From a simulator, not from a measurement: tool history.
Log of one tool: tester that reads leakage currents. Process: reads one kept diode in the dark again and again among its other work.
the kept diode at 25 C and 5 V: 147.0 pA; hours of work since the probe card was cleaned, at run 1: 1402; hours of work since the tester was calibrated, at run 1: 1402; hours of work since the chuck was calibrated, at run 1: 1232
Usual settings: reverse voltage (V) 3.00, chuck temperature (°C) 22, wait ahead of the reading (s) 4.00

| run | hour | reverse voltage (V) | chuck temperature (°C) | wait ahead of the reading (s) | hours of work since the probe card was cleaned | hours of work since the tester was calibrated | hours of work since the chuck was calibrated | current that the tester gives (pA) |
|---|---|---|---|---|---|---|---|---|
| 1 | 0.0 | 3.00 | 22 | 4.00 | 1402 | 1402 | 1232 | 88.88 |
|  | 159.6 | chuck's temperature calibrated |
| 2 | 189.9 | 3.00 | 22 | 0.86 | 1547 | 1547 | 23 | 89.47 |
| 3 | 348.5 | 3.00 | 22 | 4.00 | 1670 | 1670 | 146 | 89.10 |
| 4 | 499.1 | 3.00 | 22 | 4.00 | 1786 | 1786 | 262 | 88.57 |
| 5 | 617.8 | 3.00 | 22 | 4.00 | 1878 | 1878 | 354 | 88.87 |
| 6 | 748.9 | 3.00 | 38 | 4.00 | 1979 | 1979 | 455 | 340.61 |
| 7 | 867.9 | 3.00 | 38 | 4.00 | 2071 | 2071 | 547 | 340.95 |
| 8 | 947.7 | 3.00 | 22 | 2.51 | 2133 | 2133 | 609 | 89.35 |
| 9 | 1107.1 | 3.00 | 22 | 2.51 | 2256 | 2256 | 732 | 89.48 |
| 10 | 1224.9 | 3.00 | 22 | 4.13 | 2347 | 2347 | 823 | 89.16 |
| 11 | 1355.6 | 3.00 | 22 | 4.13 | 2448 | 2448 | 924 | 89.18 |
| 12 | 1474.0 | 3.00 | 22 | 9.02 | 2540 | 2540 | 1015 | 89.40 |
| 13 | 1589.6 | 3.00 | 22 | 9.02 | 2629 | 2629 | 1105 | 88.86 |
| 14 | 1699.1 | 3.00 | 22 | 9.02 | 2713 | 2713 | 1189 | 88.92 |
| 15 | 1829.9 | 3.00 | 45 | 0.91 | 2814 | 2814 | 1290 | 590.49 |
|  | 1920.6 | chuck's temperature calibrated |
| 16 | 2004.6 | 3.00 | 30 | 4.15 | 2948 | 2948 | 65 | 177.35 |
| 17 | 2153.9 | 7.42 | 30 | 1.43 | 3063 | 3063 | 180 | 272.34 |
| 18 | 2236.7 | 3.00 | 45 | 0.81 | 3127 | 3127 | 244 | 590.74 |
| 19 | 2331.5 | 4.06 | 36 | 4.00 | 3200 | 3200 | 317 | 334.47 |
| 20 | 2482.3 | 15.88 | 22 | 0.70 | 3317 | 3317 | 434 | 197.84 |
|  | 2503.1 | probe card cleaned and baked |
|  | 2575.9 | tester calibrated |
| 21 | 2637.4 | 15.88 | 22 | 1.20 | 102 | 48 | 550 | 197.50 |
| 22 | 2748.0 | 3.25 | 32 | 1.70 | 188 | 133 | 635 | 217.38 |
| 23 | 2882.8 | 3.25 | 32 | 0.44 | 292 | 237 | 739 | 218.08 |
| 24 | 3001.3 | 3.25 | 32 | 0.44 | 383 | 329 | 831 | 218.56 |
| 25 | 3098.5 | 1.21 | 40 | 8.81 | 458 | 404 | 906 | 259.91 |
| 26 | 3199.1 | 14.61 | 43 | 2.33 | 536 | 481 | 984 | 1061.95 |
| 27 | 3358.2 | 17.21 | 43 | 0.90 | 659 | 604 | 1107 | 1155.35 |
| 28 | 3462.9 | 2.39 | 27 | 1.88 | 740 | 685 | 1188 | 124.07 |

Hidden state or all else? Some run-to-run changes of current that the tester gives (pA), split into what the settings, what came in and random variation would give without the hidden state, and what is left for the hidden state (with any gauge scatter that isn't in both results):
The hidden state here: stray current of the dirty probe card, pA a volt; current scale over the true one, %; true chuck temperature over the reading, C; drift of the gauge itself on leakage_pa, %.
Run 15 -> 16: chuck temperature (°C) 45 -> 30, wait ahead of the reading (s) 0.91 -> 4.15, chuck's temperature calibrated. current that the tester gives (pA) -413.14: hidden state -0.42, all else -412.72.
Run 25 -> 26: reverse voltage (V) 1.21 -> 14.61, chuck temperature (°C) 40 -> 43, wait ahead of the reading (s) 8.81 -> 2.33. current that the tester gives (pA) +802.04: hidden state +0.39, all else +801.65.
Run 27 -> 28: reverse voltage (V) 17.21 -> 2.39, chuck temperature (°C) 43 -> 27, wait ahead of the reading (s) 0.90 -> 1.88. current that the tester gives (pA) -1031.28: hidden state -0.55, all else -1030.73.
